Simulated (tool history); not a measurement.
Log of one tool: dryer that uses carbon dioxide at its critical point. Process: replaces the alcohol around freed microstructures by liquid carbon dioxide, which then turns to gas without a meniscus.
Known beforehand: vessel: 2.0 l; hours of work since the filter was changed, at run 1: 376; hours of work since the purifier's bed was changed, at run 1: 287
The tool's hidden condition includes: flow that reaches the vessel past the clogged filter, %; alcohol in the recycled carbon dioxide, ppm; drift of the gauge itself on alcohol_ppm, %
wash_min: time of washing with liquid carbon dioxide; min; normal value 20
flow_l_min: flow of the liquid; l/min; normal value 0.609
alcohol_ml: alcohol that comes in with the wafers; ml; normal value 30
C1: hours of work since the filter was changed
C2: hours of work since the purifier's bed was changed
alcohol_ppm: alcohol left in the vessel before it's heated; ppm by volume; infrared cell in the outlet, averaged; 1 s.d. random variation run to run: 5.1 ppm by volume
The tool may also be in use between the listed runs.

run 1 hour=0 | wash_min=20 flow_l_min=0.609 alcohol_ml=30 | C1=376 C2=287 | alcohol_ppm=181
run 2 hour=7.9 | wash_min=16 flow_l_min=0.609 alcohol_ml=30 | C1=379 C2=290 | alcohol_ppm=373
run 3 hour=15.8 | wash_min=15 flow_l_min=0.609 alcohol_ml=30 | C1=382 C2=293 | alcohol_ppm=450
run 4 hour=26.6 | wash_min=20 flow_l_min=0.74 alcohol_ml=30 | C1=386 C2=298 | alcohol_ppm=112
run 5 hour=42.1 | wash_min=20 flow_l_min=0.609 alcohol_ml=30 | C1=392 C2=304 | alcohol_ppm=191
run 6 hour=59.5 | wash_min=20 flow_l_min=0.609 alcohol_ml=30 | C1=399 C2=311 | alcohol_ppm=189
run 7 hour=75.7 | wash_min=20 flow_l_min=0.609 alcohol_ml=30 | C1=405 C2=317 | alcohol_ppm=196
run 8 hour=84.5 | wash_min=20 flow_l_min=0.609 alcohol_ml=30 | C1=409 C2=320 | alcohol_ppm=195
run 9 hour=92.1 | wash_min=20 flow_l_min=0.609 alcohol_ml=30 | C1=412 C2=323 | alcohol_ppm=180
run 10 hour=103.6 | wash_min=20 flow_l_min=0.609 alcohol_ml=30 | C1=416 C2=328 | alcohol_ppm=209
run 11 hour=118.6 | wash_min=20 flow_l_min=0.609 alcohol_ml=30 | C1=422 C2=334 | alcohol_ppm=198
run 12 hour=136.4 | wash_min=20 flow_l_min=0.609 alcohol_ml=30 | C1=429 C2=341 | alcohol_ppm=202
run 13 hour=154.7 | wash_min=20 flow_l_min=0.609 alcohol_ml=30 | C1=437 C2=348 | alcohol_ppm=211
run 14 hour=163.3 | wash_min=20 flow_l_min=0.609 alcohol_ml=30 | C1=440 C2=352 | alcohol_ppm=193
run 15 hour=173.8 | wash_min=13 flow_l_min=0.609 alcohol_ml=30 | C1=444 C2=356 | alcohol_ppm=764
run 16 hour=191.6 | wash_min=13 flow_l_min=0.377 alcohol_ml=30 | C1=451 C2=363 | alcohol_ppm=2425
run 17 hour=208.8 | wash_min=25 flow_l_min=0.609 alcohol_ml=30 | C1=458 C2=370 | alcohol_ppm=120
run 18 hour=226.5 | wash_min=20 flow_l_min=0.609 alcohol_ml=30 | C1=465 C2=377 | alcohol_ppm=220
run 19 hour=235.8 | wash_min=20 flow_l_min=0.609 alcohol_ml=30 | C1=469 C2=380 | alcohol_ppm=220
run 20 hour=244.9 | wash_min=20 flow_l_min=0.609 alcohol_ml=30 | C1=472 C2=384 | alcohol_ppm=211
run 21 hour=254.1 | wash_min=20 flow_l_min=0.609 alcohol_ml=30 | C1=476 C2=387 | alcohol_ppm=216
run 22 hour=270.4 | wash_min=20 flow_l_min=0.609 alcohol_ml=30 | C1=482 C2=394 | alcohol_ppm=230
run 23 hour=277.9 | wash_min=20 flow_l_min=0.609 alcohol_ml=30 | C1=485 C2=397 | alcohol_ppm=216
run 24 hour=288 | wash_min=20 flow_l_min=0.609 alcohol_ml=30 | C1=489 C2=401 | alcohol_ppm=231
run 25 hour=300 | wash_min=20 flow_l_min=0.609 alcohol_ml=30 | C1=494 C2=406 | alcohol_ppm=227
run 26 hour=312.3 | wash_min=21 flow_l_min=0.959 alcohol_ml=79 | C1=499 C2=410 | alcohol_ppm=100
run 27 hour=330.2 | wash_min=20 flow_l_min=0.376 alcohol_ml=30 | C1=506 C2=417 | alcohol_ppm=987
run 28 hour=339.8 | wash_min=20 flow_l_min=0.376 alcohol_ml=30 | C1=510 C2=421 | alcohol_ppm=977
run 29 hour=348.1 | wash_min=20 flow_l_min=0.376 alcohol_ml=30 | C1=513 C2=425 | alcohol_ppm=952
run 30 hour=356.3 | wash_min=20 flow_l_min=0.376 alcohol_ml=30 | C1=516 C2=428 | alcohol_ppm=959
run 31 hour=366.6 | wash_min=12 flow_l_min=0.609 alcohol_ml=36 | C1=520 C2=432 | alcohol_ppm=1148
run 32 hour=378.5 | wash_min=12 flow_l_min=0.609 alcohol_ml=36 | C1=525 C2=437 | alcohol_ppm=1153
run 33 hour=388.4 | wash_min=31 flow_l_min=0.582 alcohol_ml=30 | C1=529 C2=440 | alcohol_ppm=121
run 34 hour=401.2 | wash_min=31 flow_l_min=0.582 alcohol_ml=30 | C1=534 C2=446 | alcohol_ppm=121
run 35 hour=411.3 | wash_min=31 flow_l_min=0.418 alcohol_ml=21 | C1=538 C2=450 | alcohol_ppm=180
run 36 hour=427.9 | wash_min=31 flow_l_min=0.553 alcohol_ml=21 | C1=544 C2=456 | alcohol_ppm=115
run 37 hour=437.3 | wash_min=17 flow_l_min=0.553 alcohol_ml=37 | C1=548 C2=460 | alcohol_ppm=616
run 38 hour=451.9 | wash_min=17 flow_l_min=0.553 alcohol_ml=37 | C1=554 C2=466 | alcohol_ppm=608
run 39 hour=462.8 | wash_min=17 flow_l_min=0.438 alcohol_ml=76 | C1=558 C2=470 | alcohol_ppm=2449
run 40 hour=476 | wash_min=13 flow_l_min=0.758 alcohol_ml=23 | C1=563 C2=475 | alcohol_ppm=354
-- hour=494.1 inlet filter changed
run 41 hour=494.1 | wash_min=12 flow_l_min=0.758 alcohol_ml=23 | C1=0 C2=482 | alcohol_ppm=316
run 42 hour=501.8 | wash_min=12 flow_l_min=0.758 alcohol_ml=23 | C1=3 C2=485 | alcohol_ppm=313
run 43 hour=512 | wash_min=16 flow_l_min=0.609 alcohol_ml=118 | C1=7 C2=489 | alcohol_ppm=985
run 44 hour=530.3 | wash_min=20 flow_l_min=0.888 alcohol_ml=56 | C1=14 C2=496 | alcohol_ppm=123
run 45 hour=544.1 | wash_min=27 flow_l_min=0.445 alcohol_ml=56 | C1=20 C2=502 | alcohol_ppm=288
run 46 hour=554.6 | wash_min=31 flow_l_min=0.783 alcohol_ml=30 | C1=24 C2=506 | alcohol_ppm=113
run 47 hour=569.2 | wash_min=19 flow_l_min=0.695 alcohol_ml=58 | C1=30 C2=511 | alcohol_ppm=209

Branching from run 47: 3 alternative next runs. What would each branch give?
run A hour=586.2 | wash_min=20 flow_l_min=0.609 alcohol_ml=21 | C1=36 C2=518 | alcohol_ppm=?
run B hour=586.2 | wash_min=19 flow_l_min=0.445 alcohol_ml=58 | C1=36 C2=518 | alcohol_ppm=?
run C hour=586.2 | wash_min=29 flow_l_min=0.42 alcohol_ml=113 | C1=36 C2=518 | alcohol_ppm=?

run=A alcohol_ppm=164
run=B alcohol_ppm=925
run=C alcohol_ppm=440
Had the tool no hidden state, the same runs would have come out as:
run=A alcohol_ppm=54
run=B alcohol_ppm=788
run=C alcohol_ppm=316

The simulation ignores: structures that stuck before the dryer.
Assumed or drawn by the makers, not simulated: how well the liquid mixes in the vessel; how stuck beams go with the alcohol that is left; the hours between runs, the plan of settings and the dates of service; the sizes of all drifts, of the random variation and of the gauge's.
